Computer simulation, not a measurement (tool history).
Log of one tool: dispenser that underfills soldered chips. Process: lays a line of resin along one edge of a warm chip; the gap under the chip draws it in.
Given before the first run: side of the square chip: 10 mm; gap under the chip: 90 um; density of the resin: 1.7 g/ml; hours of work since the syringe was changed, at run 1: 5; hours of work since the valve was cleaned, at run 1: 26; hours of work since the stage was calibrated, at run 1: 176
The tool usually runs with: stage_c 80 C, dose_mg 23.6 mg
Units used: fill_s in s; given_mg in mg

run,hour,stage_c,dose_mg,hours of work since the syringe was changed,hours of work since the valve was cleaned,hours of work since the stage was calibrated,fill_s,given_mg
1,0.0,80,23.6,5,26,176,51.0,23.17
# hour 1.4: new syringe of resin
2,4.0,80,21.9,2,28,178,44.9,21.36
# hour 11.2: new syringe of resin
3,11.6,80,21.9,0,32,183,41.5,21.41
4,18.5,80,26.5,5,37,187,48.8,25.81
# hour 20.5: new syringe of resin
5,24.3,80,26.5,2,40,190,43.7,25.51
6,27.6,80,26.5,4,42,192,48.2,25.77
# hour 29.8: new syringe of resin
7,34.6,67,23.6,3,46,197,89.0,22.75
# hour 39.4: new syringe of resin
8,42.0,80,23.6,2,50,201,43.4,22.76
9,46.3,80,23.6,4,53,204,49.5,22.49
# hour 48.7: new syringe of resin
10,52.5,80,23.6,2,57,207,44.4,22.57
# hour 58.0: new syringe of resin
11,60.6,80,23.6,2,61,212,43.1,22.40
12,64.6,80,23.6,4,64,214,47.9,22.33
# hour 67.6: new syringe of resin
# hour 69.5: dispensing valve cleaned and set on the balance
13,69.5,86,29.4,1,0,217,30.8,29.59
14,74.0,81,24.9,3,3,219,44.7,25.03
# hour 78.1: new syringe of resin
15,80.5,81,24.9,1,7,223,41.3,24.71
16,84.3,69,28.1,4,9,226,81.7,27.78
# hour 87.4: new syringe of resin
17,89.5,82,25.7,1,12,229,40.0,25.29
18,94.4,79,22.1,4,15,232,53.0,21.82
# hour 96.9: new syringe of resin
19,102.5,80,22.6,3,20,236,48.3,22.23
20,105.8,89,27.4,5,22,238,33.8,26.87
# hour 106.7: new syringe of resin
21,113.4,89,28.0,4,26,243,29.7,27.37
# hour 116.1: new syringe of resin
22,118.9,89,27.2,2,29,246,28.4,26.43

3 options for the next run, each taken on its own from the tool as it stands now. Forecast them:
A,124.0,80,20.8,5,33,249,?,?
B,124.0,93,30.2,5,33,249,?,?
C,124.0,73,29.4,5,33,249,?,?

run,fill_s,given_mg
A,52.3,20.31
B,27.6,29.38
C,69.5,28.55
Had the tool no hidden state, the same runs would have come out as:
run,fill_s,given_mg
A,39.4,20.92
B,20.9,30.26
C,52.6,29.41
